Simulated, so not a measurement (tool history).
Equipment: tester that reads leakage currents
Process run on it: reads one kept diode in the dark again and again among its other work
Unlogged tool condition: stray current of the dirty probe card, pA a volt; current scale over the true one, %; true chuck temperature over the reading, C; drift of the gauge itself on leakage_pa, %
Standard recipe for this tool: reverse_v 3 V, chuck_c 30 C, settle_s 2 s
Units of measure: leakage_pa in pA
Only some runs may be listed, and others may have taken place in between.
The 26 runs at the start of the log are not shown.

run	day	reverse_v	chuck_c	settle_s	hours of work since the probe card was cleaned	hours of work since the tester was calibrated	hours of work since the chuck was calibrated	leakage_pa
# day 209.317: chuck's temperature calibrated
27	210.417	6.93	25	4.27	715	2951	19	175.63
28	219.9	3	30	7.14	875	3112	180	162.44
29	227.888	3	51	2	1011	3248	315	733.3
30	234.892	1.53	39	9.48	1130	3367	434	218.35
31	245.062	1.18	24	0.45	1303	3539	607	60.55
32	250.488	1.32	30	1.67	1395	3631	699	100.16
# day 251.479: chuck's temperature calibrated
# day 257.517: tester calibrated
33	257.517	3	45	1.98	1511	0	101	496.14
34	266.412	17.76	41	2	1662	151	252	961.43
35	274.358	17.76	41	2	1797	286	387	949.03

5 options for the next run, each taken on its own from the tool as it stands now. Forecast them:
A	283.8	3	23	2	1957	446	547	?
B	283.8	1.16	47	2	1957	446	547	?
C	283.8	2.88	30	1.73	1957	446	547	?
D	283.8	7.5	26	2	1957	446	547	?
E	283.8	4.29	41	2	1957	446	547	?

run	leakage_pa
A	92.22
B	330.47
C	155.28
D	192.98
E	437.93
Without the tool's unlogged condition, the same runs would have read:
run	leakage_pa
A	94.7
B	343.36
C	160.57
D	197.09
E	453.89

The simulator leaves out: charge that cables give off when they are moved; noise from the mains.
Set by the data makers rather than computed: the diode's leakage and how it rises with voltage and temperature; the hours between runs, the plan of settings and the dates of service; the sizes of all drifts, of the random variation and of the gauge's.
